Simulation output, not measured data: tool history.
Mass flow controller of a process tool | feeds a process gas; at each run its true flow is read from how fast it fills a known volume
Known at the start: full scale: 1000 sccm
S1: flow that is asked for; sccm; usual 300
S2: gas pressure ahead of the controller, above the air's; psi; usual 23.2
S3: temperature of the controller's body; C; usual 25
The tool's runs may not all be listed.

{"run": 1, "hour": 0.0, "S1": 300, "S2": 23.2, "S3": 25, "true flow (%)": 94.55}
{"run": 2, "hour": 303.1, "S1": 300, "S2": 23.2, "S3": 32, "true flow (%)": 94.81}
{"run": 3, "hour": 449.5, "S1": 300, "S2": 23.2, "S3": 25, "true flow (%)": 94.3}
{"run": 4, "hour": 733.3, "S1": 300, "S2": 23.2, "S3": 27, "true flow (%)": 94.21}
{"run": 5, "hour": 876.4, "S1": 300, "S2": 23.2, "S3": 25, "true flow (%)": 94.07}
{"run": 6, "hour": 1020.9, "S1": 300, "S2": 23.2, "S3": 25, "true flow (%)": 99.03}
{"run": 7, "hour": 1188.9, "S1": 300, "S2": 23.2, "S3": 25, "true flow (%)": 98.94}
{"run": 8, "hour": 1382.0, "S1": 300, "S2": 23.2, "S3": 20, "true flow (%)": 98.59}
{"run": 9, "hour": 1649.6, "S1": 300, "S2": 23.2, "S3": 20, "true flow (%)": 98.3}
{"run": 10, "hour": 1951.8, "S1": 346, "S2": 23.2, "S3": 25, "true flow (%)": 98.54}
{"run": 11, "hour": 2096.4, "S1": 300, "S2": 23.2, "S3": 25, "true flow (%)": 98.27}
{"run": 12, "hour": 2365.1, "S1": 300, "S2": 23.2, "S3": 33, "true flow (%)": 98.63}
{"run": 13, "hour": 2679.2, "S1": 300, "S2": 24.5, "S3": 33, "true flow (%)": 98.45}
{"run": 14, "hour": 2854.3, "S1": 300, "S2": 24.5, "S3": 33, "true flow (%)": 98.22}
{"run": 15, "hour": 3051.5, "S1": 654, "S2": 23.2, "S3": 25, "true flow (%)": 98.73}
{"run": 16, "hour": 3198.1, "S1": 654, "S2": 23.2, "S3": 29, "true flow (%)": 98.78}
{"run": 17, "hour": 3462.7, "S1": 654, "S2": 23.2, "S3": 29, "true flow (%)": 98.69}
{"run": 18, "hour": 3629.1, "S1": 654, "S2": 23.2, "S3": 29, "true flow (%)": 98.68}
{"run": 19, "hour": 3979.3, "S1": 654, "S2": 23.2, "S3": 29, "true flow (%)": 98.59}
{"run": 20, "hour": 4246.7, "S1": 654, "S2": 23.2, "S3": 29, "true flow (%)": 98.52}
{"run": 21, "hour": 4469.9, "S1": 644, "S2": 23.2, "S3": 25, "true flow (%)": 98.07}
{"run": 22, "hour": 4771.0, "S1": 300, "S2": 23.2, "S3": 25, "true flow (%)": 96.57}
{"run": 23, "hour": 5050.5, "S1": 300, "S2": 23.2, "S3": 25, "true flow (%)": 96.32}
{"run": 24, "hour": 5381.4, "S1": 388, "S2": 37.6, "S3": 26, "true flow (%)": 96.46}
{"run": 25, "hour": 5569.1, "S1": 388, "S2": 37.6, "S3": 26, "true flow (%)": 96.28}
{"run": 26, "hour": 5719.0, "S1": 388, "S2": 35.8, "S3": 31, "true flow (%)": 96.5}
{"run": 27, "hour": 5875.3, "S1": 219, "S2": 28.1, "S3": 21, "true flow (%)": 94.63}
{"run": 28, "hour": 6071.8, "S1": 512, "S2": 23.2, "S3": 25, "true flow (%)": 96.9}
{"run": 29, "hour": 6307.2, "S1": 512, "S2": 23.2, "S3": 25, "true flow (%)": 96.65}
{"run": 30, "hour": 6556.3, "S1": 300, "S2": 23.2, "S3": 36, "true flow (%)": 95.84}
{"run": 31, "hour": 6844.2, "S1": 300, "S2": 26.7, "S3": 23, "true flow (%)": 95.09}
{"run": 32, "hour": 7027.8, "S1": 300, "S2": 26.7, "S3": 23, "true flow (%)": 94.97}
{"run": 33, "hour": 7316.8, "S1": 300, "S2": 26.7, "S3": 23, "true flow (%)": 94.66}
{"run": 34, "hour": 7573.8, "S1": 300, "S2": 23.2, "S3": 39, "true flow (%)": 95.47}
{"run": 35, "hour": 7899.6, "S1": 158, "S2": 30.2, "S3": 23, "true flow (%)": 91.6}
{"run": 36, "hour": 8060.8, "S1": 202, "S2": 33.4, "S3": 34, "true flow (%)": 93.12}
{"run": 37, "hour": 8276.7, "S1": 202, "S2": 33.4, "S3": 34, "true flow (%)": 92.78}
{"run": 38, "hour": 8450.3, "S1": 202, "S2": 33.4, "S3": 34, "true flow (%)": 92.81}
{"run": 39, "hour": 8660.1, "S1": 625, "S2": 23.2, "S3": 22, "true flow (%)": 95.9}
{"run": 40, "hour": 8963.3, "S1": 625, "S2": 29, "S3": 22, "true flow (%)": 95.51}
{"run": 41, "hour": 9272.6, "S1": 113, "S2": 23.5, "S3": 25, "true flow (%)": 88.02}
{"run": 42, "hour": 9520.5, "S1": 113, "S2": 23.5, "S3": 25, "true flow (%)": 98.54}
{"run": 43, "hour": 9740.0, "S1": 300, "S2": 23.2, "S3": 39, "true flow (%)": 99.62}
{"run": 44, "hour": 9938.7, "S1": 236, "S2": 23.2, "S3": 25, "true flow (%)": 98.59}
{"run": 45, "hour": 10153.7, "S1": 300, "S2": 37.4, "S3": 25, "true flow (%)": 98.33}

Taken out of this log: 2 entries between the listed runs. Where each belongs, and how the hidden state differs across it:
Between runs 5 and 6: controller exchanged for a calibrated one (hour 965.8)
  flow at rest that the sensor doesn't see, % of full scale: -0.872 -> -0.058; true flow over the shown one, %: -2.27 -> 0.01
  measured less the result without the state, true flow (%): -5.18 -> -0.19
Between runs 41 and 42: controller exchanged for a calibrated one (hour 9327)
  flow at rest that the sensor doesn't see, % of full scale: -0.992 -> -0.035; true flow over the shown one, %: -2.29 -> -0.12
  measured less the result without the state, true flow (%): -11.08 -> -0.43
